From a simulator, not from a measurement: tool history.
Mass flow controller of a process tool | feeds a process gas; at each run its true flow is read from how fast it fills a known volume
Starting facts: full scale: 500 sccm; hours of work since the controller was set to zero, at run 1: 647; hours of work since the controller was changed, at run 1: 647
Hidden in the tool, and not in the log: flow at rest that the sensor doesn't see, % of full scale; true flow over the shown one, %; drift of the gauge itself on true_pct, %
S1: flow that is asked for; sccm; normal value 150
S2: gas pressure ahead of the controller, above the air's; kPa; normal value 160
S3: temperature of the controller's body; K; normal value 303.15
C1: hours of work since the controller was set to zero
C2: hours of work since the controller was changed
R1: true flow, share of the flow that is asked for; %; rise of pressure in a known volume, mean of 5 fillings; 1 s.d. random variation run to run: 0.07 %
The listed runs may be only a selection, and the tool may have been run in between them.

| run | hour | S1 | S2 | S3 | C1 | C2 | R1 |
|---|---|---|---|---|---|---|---|
| 1 | 0.0 | 150 | 160 | 303.15 | 647 | 647 | 99.46 |
| 2 | 78.0 | 150 | 160 | 303.15 | 680 | 680 | 99.35 |
| 3 | 165.2 | 150 | 160 | 303.15 | 717 | 717 | 99.34 |
| 4 | 249.2 | 150 | 160 | 303.15 | 752 | 752 | 99.39 |
| 5 | 340.2 | 366 | 160 | 303.15 | 790 | 790 | 100.27 |
| 6 | 416.6 | 366 | 160 | 303.15 | 822 | 822 | 100.32 |
| 7 | 507.8 | 366 | 160 | 303.15 | 861 | 861 | 100.29 |
| 8 | 554.9 | 150 | 160 | 303.15 | 880 | 880 | 99.63 |
| 9 | 600.1 | 150 | 160 | 303.15 | 899 | 899 | 99.59 |
| 10 | 647.1 | 150 | 160 | 303.15 | 919 | 919 | 99.56 |
| 11 | 724.7 | 150 | 160 | 303.15 | 952 | 952 | 99.65 |
| 12 | 811.7 | 150 | 160 | 303.15 | 988 | 988 | 99.76 |
| 13 | 854.8 | 150 | 161 | 303.15 | 1006 | 1006 | 99.82 |
| 14 | 929.4 | 150 | 161 | 303.15 | 1038 | 1038 | 99.95 |
| 15 | 1028.7 | 150 | 235 | 303.15 | 1080 | 1080 | 99.28 |
| 16 | 1086.9 | 150 | 160 | 303.15 | 1104 | 1104 | 99.82 |
| 17 | 1128.9 | 150 | 160 | 303.15 | 1122 | 1122 | 99.93 |
| 18 | 1216.1 | 150 | 160 | 303.15 | 1158 | 1158 | 99.88 |
| 19 | 1278.8 | 150 | 160 | 303.15 | 1185 | 1185 | 99.81 |
| 20 | 1320.0 | 150 | 160 | 303.15 | 1202 | 1202 | 99.90 |
| 21 | 1368.2 | 150 | 160 | 303.15 | 1222 | 1222 | 99.96 |
| 22 | 1412.0 | 150 | 160 | 303.15 | 1241 | 1241 | 100.08 |
| 23 | 1499.4 | 150 | 266 | 300.15 | 1277 | 1277 | 99.31 |
| 24 | 1579.3 | 150 | 266 | 300.15 | 1311 | 1311 | 99.20 |
| 25 | 1660.6 | 344 | 200 | 305.15 | 1345 | 1345 | 100.49 |
| 26 | 1754.4 | 267 | 258 | 309.15 | 1385 | 1385 | 100.26 |
| 27 | 1798.7 | 118 | 251 | 303.15 | 1403 | 1403 | 99.78 |
| 28 | 1898.2 | 118 | 251 | 303.15 | 1445 | 1445 | 99.86 |
| 29 | 1951.9 | 185 | 145 | 299.15 | 1468 | 1468 | 100.08 |
| 30 | 2008.9 | 92 | 160 | 303.15 | 1492 | 1492 | 100.54 |
| 31 | 2076.1 | 92 | 160 | 303.15 | 1520 | 1520 | 100.66 |
| 32 | 2158.0 | 92 | 160 | 303.15 | 1554 | 1554 | 100.63 |
| 33 | 2229.7 | 114 | 188 | 299.15 | 1584 | 1584 | 100.15 |
| 34 | 2272.9 | 125 | 215 | 300.15 | 1603 | 1603 | 99.99 |
| 35 | 2321.7 | 125 | 215 | 300.15 | 1623 | 1623 | 100.28 |
| 36 | 2372.7 | 125 | 215 | 300.15 | 1644 | 1644 | 99.98 |
| 37 | 2458.8 | 125 | 215 | 300.15 | 1681 | 1681 | 100.00 |
| 38 | 2556.7 | 125 | 215 | 300.15 | 1722 | 1722 | 100.06 |
| 39 | 2615.2 | 231 | 160 | 296.15 | 1746 | 1746 | 100.19 |
| 40 | 2676.8 | 231 | 160 | 296.15 | 1772 | 1772 | 100.13 |
| 41 | 2737.4 | 231 | 160 | 296.15 | 1798 | 1798 | 100.24 |

The same runs without the tool's hidden state, with the same run-to-run variation:
| run | R1 |
|---|---|
| 1 | 98.74 |
| 2 | 98.60 |
| 3 | 98.54 |
| 4 | 98.56 |
| 5 | 99.71 |
| 6 | 99.75 |
| 7 | 99.69 |
| 8 | 98.67 |
| 9 | 98.61 |
| 10 | 98.56 |
| 11 | 98.62 |
| 12 | 98.69 |
| 13 | 98.73 |
| 14 | 98.83 |
| 15 | 98.12 |
| 16 | 98.62 |
| 17 | 98.72 |
| 18 | 98.63 |
| 19 | 98.54 |
| 20 | 98.61 |
| 21 | 98.65 |
| 22 | 98.75 |
| 23 | 97.94 |
| 24 | 97.79 |
| 25 | 99.54 |
| 26 | 99.17 |
| 27 | 98.02 |
| 28 | 98.06 |
| 29 | 98.69 |
| 30 | 98.34 |
| 31 | 98.42 |
| 32 | 98.34 |
| 33 | 98.13 |
| 34 | 98.08 |
| 35 | 98.34 |
| 36 | 98.01 |
| 37 | 98.00 |
| 38 | 98.02 |
| 39 | 98.73 |
| 40 | 98.65 |
| 41 | 98.74 |

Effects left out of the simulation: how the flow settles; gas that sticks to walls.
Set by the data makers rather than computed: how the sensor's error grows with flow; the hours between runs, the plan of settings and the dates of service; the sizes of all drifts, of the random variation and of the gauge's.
